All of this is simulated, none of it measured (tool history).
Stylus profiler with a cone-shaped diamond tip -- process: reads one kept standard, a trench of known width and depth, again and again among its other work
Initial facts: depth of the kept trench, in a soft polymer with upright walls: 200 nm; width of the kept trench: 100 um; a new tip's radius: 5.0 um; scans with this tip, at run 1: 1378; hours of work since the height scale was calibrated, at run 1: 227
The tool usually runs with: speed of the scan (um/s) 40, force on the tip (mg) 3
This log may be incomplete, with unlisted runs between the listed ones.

| run | hour | speed of the scan (um/s) | force on the tip (mg) | scans with this tip | hours of work since the height scale was calibrated | depth of the trench (angstrom) | width of the trench's floor (um) |
|---|---|---|---|---|---|---|---|
| 1 | 0 | 40 | 3 | 1378 | 227 | 2033.5 | 96.8 |
| 2 | 14.5 | 40 | 3 | 1425 | 235 | 2032.1 | 96.82 |
| 3 | 29.9 | 40 | 1.41 | 1476 | 244 | 2019.6 | 96.72 |
| 4 | 45 | 40 | 1.41 | 1526 | 252 | 2022.6 | 96.69 |
| 5 | 56.1 | 40 | 4.28 | 1562 | 258 | 2040.8 | 96.9 |
| 6 | 65.5 | 40 | 1.07 | 1593 | 263 | 2016.9 | 96.66 |
| 7 | 74.3 | 40 | 1.07 | 1622 | 268 | 2018.6 | 96.63 |
| 8 | 86.3 | 128 | 1.07 | 1661 | 274 | 2017.1 | 95.8 |
| 9 | 97.4 | 110 | 3 | 1698 | 280 | 2031.5 | 96.38 |
| 10 | 111.2 | 110 | 3 | 1743 | 288 | 2031.7 | 96.41 |
| 11 | 121 | 110 | 3 | 1775 | 293 | 2033.9 | 96.37 |
| 12 | 128 | 110 | 2.81 | 1798 | 297 | 2032.4 | 96.4 |
| 13 | 138.6 | 40 | 6.76 | 1833 | 303 | 2056.2 | 96.91 |
| 14 | 151.5 | 103 | 7.44 | 1875 | 310 | 2061.9 | 96.66 |
| 15 | 163.4 | 29 | 1.11 | 1915 | 316 | 2019.6 | 96.8 |
| 16 | 175.6 | 130 | 3.05 | 1955 | 323 | 2034.2 | 96.29 |
| 17 | 188.9 | 81 | 3 | 1998 | 330 | 2032.9 | 96.57 |
|  | 190.6 | height scale calibrated on a step standard |
| 18 | 203.1 | 50 | 1.9 | 2044 | 7 | 2027.2 | 96.72 |
| 19 | 212.6 | 59 | 8.37 | 2075 | 12 | 2064.8 | 96.78 |
| 20 | 225.4 | 15 | 1.02 | 2117 | 19 | 2017.4 | 96.83 |
| 21 | 238 | 15 | 1.02 | 2158 | 26 | 2017.4 | 96.83 |
| 22 | 248.5 | 15 | 1.02 | 2192 | 31 | 2016.1 | 96.87 |

Estimate the outcome of run 23 from the log above:
|  | 259.2 | height scale calibrated on a step standard, once more |
| 23 | 259.5 | 15 | 1.02 | 2227 | 0 | ? | ? |

Run 23 came out at depth of the trench (angstrom) 2018.3, width of the trench's floor (um) 96.85.
With the hidden condition absent and the run-to-run variation left alone, this run would have shown depth of the trench (angstrom) 2017.9, width of the trench's floor (um) 97.04.

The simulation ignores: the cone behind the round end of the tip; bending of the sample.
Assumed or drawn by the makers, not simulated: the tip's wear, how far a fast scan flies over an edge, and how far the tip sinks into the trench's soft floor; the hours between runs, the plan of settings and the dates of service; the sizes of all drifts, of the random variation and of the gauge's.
